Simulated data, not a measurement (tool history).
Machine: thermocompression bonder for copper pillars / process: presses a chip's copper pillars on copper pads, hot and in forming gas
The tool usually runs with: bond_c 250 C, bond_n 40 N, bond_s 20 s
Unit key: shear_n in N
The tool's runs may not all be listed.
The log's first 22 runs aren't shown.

run    hour  bond_c  bond_n  bond_s  hours of work since the heater was calibrated  hours of work since the force cell was calibrated  hours of work since the gas filter was changed  shear_n
 23   913.1     271      40      17                                            495                                                760                                             154     68.3
      940.4  -- forming gas filter changed
 24   963.2     271      40      17                                            525                                                790                                              14     72.7
 25   999.7     250      40      23                                            547                                                812                                              36     67.5
     1038.3  -- heater calibrated with a thermocouple chip
 26  1055.2     221      40      20                                             10                                                844                                              68     50.6
 27  1110.7     270      30      12                                             44                                                878                                             102     50.5
 28    1139     259      30      46                                             61                                                895                                             119     70.1
 29  1164.8     249      27      43                                             77                                                911                                             135     57.8
 30  1211.8     239      48      11                                            105                                                939                                             163     55.9
     1224.8  -- forming gas filter changed
 31  1245.4     250      33      31                                            125                                                959                                              13     65.8
 32  1278.4     250      33      31                                            145                                                980                                              33     64.8
 33  1338.7     250      40      36                                            182                                               1016                                              69     77.8

Forecast run 34:
 34  1395     250      26      36                                            216                                               1050                                             103        ?

{"run 34": {"shear_n": 53.5}}
Without the tool's hidden state the same run would have given shear_n 54.3 N.
